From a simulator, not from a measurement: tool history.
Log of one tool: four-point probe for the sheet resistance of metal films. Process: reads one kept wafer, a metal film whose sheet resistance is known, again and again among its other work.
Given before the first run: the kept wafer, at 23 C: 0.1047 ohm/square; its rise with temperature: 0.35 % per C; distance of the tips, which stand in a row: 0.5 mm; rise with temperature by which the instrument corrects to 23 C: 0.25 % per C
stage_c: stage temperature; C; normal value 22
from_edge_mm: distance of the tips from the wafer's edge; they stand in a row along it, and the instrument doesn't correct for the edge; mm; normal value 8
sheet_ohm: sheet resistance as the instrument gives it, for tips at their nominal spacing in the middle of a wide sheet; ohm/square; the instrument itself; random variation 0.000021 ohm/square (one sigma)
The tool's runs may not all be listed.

run   hour  stage_c  from_edge_mm  sheet_ohm
  1    0.0       22             8   0.104830
  2   31.9       22            11   0.104723
  3   56.9       22            11   0.104752
  4   91.5       22            11   0.104735
  5  120.5       22            11   0.104710
  6  140.6       22            11   0.104749
  7  173.7       22            16   0.104669
  8  191.5       18            63   0.104220
  9  207.9       24            29   0.104816
 10  229.9       24            29   0.104876
 11  266.1       19             6   0.104692

5 options for the next run, each taken on its own from the tool as it stands now. Forecast them:
  A  292.7       18            16          ?
  B  292.7       23            21          ?
  C  292.7       25            49          ?
  D  292.7       19             8          ?
  E  292.7       22             8          ?

run  sheet_ohm
  A   0.104260
  B   0.104726
  C   0.104930
  D   0.104544
  E   0.104832
With no hidden state in the tool, these same runs would have given:
run  sheet_ohm
  A   0.104254
  B   0.104719
  C   0.104923
  D   0.104538
  E   0.104826
